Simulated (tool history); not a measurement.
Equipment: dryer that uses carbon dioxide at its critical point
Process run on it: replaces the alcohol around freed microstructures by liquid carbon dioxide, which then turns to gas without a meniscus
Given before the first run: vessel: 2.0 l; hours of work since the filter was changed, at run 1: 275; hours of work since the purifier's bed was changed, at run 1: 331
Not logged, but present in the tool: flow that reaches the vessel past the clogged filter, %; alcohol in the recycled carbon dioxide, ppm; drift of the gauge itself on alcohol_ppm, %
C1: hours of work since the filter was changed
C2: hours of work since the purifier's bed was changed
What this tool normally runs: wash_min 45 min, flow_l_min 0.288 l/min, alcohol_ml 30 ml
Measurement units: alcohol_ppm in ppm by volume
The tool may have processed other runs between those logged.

{"run": 1, "hour": 0.0, "wash_min": 45, "flow_l_min": 0.288, "alcohol_ml": 30, "C1": 275, "C2": 331, "alcohol_ppm": 99}
{"run": 2, "hour": 13.4, "wash_min": 45, "flow_l_min": 0.288, "alcohol_ml": 30, "C1": 282, "C2": 338, "alcohol_ppm": 97}
{"run": 3, "hour": 32.0, "wash_min": 45, "flow_l_min": 0.288, "alcohol_ml": 30, "C1": 293, "C2": 349, "alcohol_ppm": 101}
{"run": 4, "hour": 46.1, "wash_min": 45, "flow_l_min": 0.288, "alcohol_ml": 30, "C1": 301, "C2": 357, "alcohol_ppm": 102}
{"run": 5, "hour": 56.5, "wash_min": 45, "flow_l_min": 0.288, "alcohol_ml": 30, "C1": 307, "C2": 363, "alcohol_ppm": 107}
{"run": 6, "hour": 77.6, "wash_min": 45, "flow_l_min": 0.288, "alcohol_ml": 30, "C1": 320, "C2": 376, "alcohol_ppm": 119}
{"run": 7, "hour": 87.1, "wash_min": 45, "flow_l_min": 0.288, "alcohol_ml": 30, "C1": 325, "C2": 381, "alcohol_ppm": 111}
{"run": 8, "hour": 102.1, "wash_min": 27, "flow_l_min": 0.241, "alcohol_ml": 66, "C1": 334, "C2": 390, "alcohol_ppm": 1727}
{"hour": 112.1, "done": "inlet filter changed"}
{"run": 9, "hour": 114.7, "wash_min": 27, "flow_l_min": 0.241, "alcohol_ml": 66, "C1": 1, "C2": 397, "alcohol_ppm": 1406}
{"run": 10, "hour": 136.4, "wash_min": 27, "flow_l_min": 0.241, "alcohol_ml": 66, "C1": 14, "C2": 409, "alcohol_ppm": 1405}
{"run": 11, "hour": 150.4, "wash_min": 55, "flow_l_min": 0.288, "alcohol_ml": 22, "C1": 22, "C2": 417, "alcohol_ppm": 78}

Alternative continuations, all from the tool just after run 11; predict every row:
{"run": "A", "hour": 160.8, "wash_min": 36, "flow_l_min": 0.288, "alcohol_ml": 30, "C1": 28, "C2": 423, "alcohol_ppm": "?"}
{"run": "B", "hour": 160.8, "wash_min": 55, "flow_l_min": 0.407, "alcohol_ml": 38, "C1": 28, "C2": 423, "alcohol_ppm": "?"}
{"run": "C", "hour": 160.8, "wash_min": 59, "flow_l_min": 0.307, "alcohol_ml": 33, "C1": 28, "C2": 423, "alcohol_ppm": "?"}

run=A alcohol_ppm=186
run=B alcohol_ppm=77
run=C alcohol_ppm=81
The same runs, with their run-to-run variation unchanged, on a tool lacking any hidden condition would have given:
run=A alcohol_ppm=106
run=B alcohol_ppm=6
run=C alcohol_ppm=5
